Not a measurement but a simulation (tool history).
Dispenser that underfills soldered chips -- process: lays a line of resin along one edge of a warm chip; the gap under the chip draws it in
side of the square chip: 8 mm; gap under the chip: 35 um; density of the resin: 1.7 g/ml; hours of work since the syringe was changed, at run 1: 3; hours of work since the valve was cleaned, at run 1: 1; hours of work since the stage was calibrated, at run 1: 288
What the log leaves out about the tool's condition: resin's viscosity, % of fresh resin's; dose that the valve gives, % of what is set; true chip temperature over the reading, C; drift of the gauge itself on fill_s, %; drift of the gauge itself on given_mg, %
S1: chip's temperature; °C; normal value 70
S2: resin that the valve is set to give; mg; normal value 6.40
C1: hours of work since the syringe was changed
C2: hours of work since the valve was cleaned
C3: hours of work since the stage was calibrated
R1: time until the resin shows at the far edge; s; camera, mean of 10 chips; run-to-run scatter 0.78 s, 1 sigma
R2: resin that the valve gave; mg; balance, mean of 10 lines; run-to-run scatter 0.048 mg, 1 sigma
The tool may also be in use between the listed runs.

| run | day | S1 | S2 | C1 | C2 | C3 | R1 | R2 |
|---|---|---|---|---|---|---|---|---|
| 1 | 0.000 | 70 | 6.40 | 3 | 1 | 288 | 84.6 | 6.44 |
| 2 | 0.304 | 70 | 6.40 | 9 | 6 | 294 | 111.6 | 6.44 |
|  | 0.462 | new syringe of resin |
| 3 | 0.704 | 70 | 6.40 | 4 | 13 | 301 | 87.0 | 6.43 |
|  | 1.075 | new syringe of resin |
| 4 | 1.350 | 70 | 6.40 | 5 | 25 | 312 | 90.6 | 6.31 |
| 5 | 1.633 | 64 | 6.40 | 10 | 30 | 317 | 147.7 | 6.19 |
|  | 1.679 | new syringe of resin |
| 6 | 1.967 | 70 | 7.16 | 5 | 36 | 323 | 87.8 | 7.06 |
|  | 2.329 | new syringe of resin |
| 7 | 2.633 | 70 | 7.16 | 6 | 48 | 335 | 93.0 | 6.87 |
|  | 2.942 | new syringe of resin |
| 8 | 3.217 | 70 | 7.16 | 5 | 58 | 346 | 88.9 | 6.81 |
|  | 3.562 | new syringe of resin |
| 9 | 3.808 | 62 | 7.16 | 4 | 69 | 356 | 117.7 | 6.80 |
|  | 4.179 | new syringe of resin |
|  | 4.283 | dispensing valve cleaned and set on the balance |
| 10 | 4.521 | 62 | 7.16 | 5 | 4 | 368 | 125.2 | 7.15 |
|  | 4.854 | new syringe of resin |
| 11 | 4.946 | 62 | 7.20 | 2 | 12 | 376 | 105.2 | 7.16 |
|  | 5.479 | new syringe of resin |
| 12 | 5.538 | 70 | 6.40 | 1 | 22 | 386 | 74.3 | 6.33 |
|  | 6.117 | new syringe of resin |
| 13 | 6.217 | 70 | 6.40 | 2 | 35 | 398 | 77.2 | 6.19 |
|  | 6.738 | new syringe of resin |
| 14 | 6.762 | 70 | 6.40 | 1 | 44 | 408 | 71.1 | 6.09 |
| 15 | 7.158 | 70 | 6.34 | 8 | 52 | 415 | 101.9 | 6.08 |
|  | 7.367 | new syringe of resin |
| 16 | 7.762 | 70 | 6.40 | 7 | 62 | 426 | 100.2 | 6.15 |
|  | 8.021 | new syringe of resin |
| 17 | 8.300 | 59 | 6.40 | 5 | 72 | 436 | 143.7 | 6.07 |
|  | 8.612 | dispensing valve cleaned and set on the balance |
|  | 8.688 | new syringe of resin |
| 18 | 8.883 | 56 | 6.40 | 4 | 5 | 445 | 149.9 | 6.37 |
|  | 9.304 | new syringe of resin |
| 19 | 9.350 | 62 | 6.40 | 1 | 13 | 454 | 99.6 | 6.44 |
|  | 9.929 | new syringe of resin |
| 20 | 10.021 | 62 | 5.81 | 2 | 25 | 466 | 105.2 | 5.70 |
|  | 10.579 | new syringe of resin |
| 21 | 10.583 | 62 | 5.81 | 0 | 35 | 476 | 94.7 | 5.60 |
|  | 11.217 | new syringe of resin |
| 22 | 11.233 | 62 | 5.70 | 0 | 47 | 487 | 99.4 | 5.45 |
| 23 | 11.654 | 62 | 5.70 | 8 | 54 | 495 | 147.9 | 5.43 |
|  | 11.862 | new syringe of resin |
| 24 | 12.050 | 83 | 7.11 | 3 | 61 | 502 | 49.7 | 6.67 |
|  | 12.475 | new syringe of resin |
| 25 | 12.521 | 80 | 7.23 | 1 | 70 | 510 | 48.5 | 6.79 |
|  | 12.933 | dispensing valve cleaned and set on the balance |
| 26 | 13.004 | 57 | 5.68 | 9 | 1 | 518 | 185.0 | 5.59 |
|  | 13.142 | new syringe of resin |
| 27 | 13.475 | 76 | 8.23 | 6 | 10 | 527 | 74.4 | 8.11 |
|  | 13.767 | new syringe of resin |
| 28 | 13.996 | 76 | 8.17 | 4 | 19 | 536 | 66.1 | 8.00 |

Expected results for the next run?
| 29 | 14.333 | 83 | 8.17 | 10 | 25 | 542 | ? | ? |

{"run 29": {"R1": 69.4, "R2": 8.03}}
Take away the tool's hidden state, keep the run-to-run variation as it was, and the same run would have given R1 43.6 s, R2 8.20 mg.
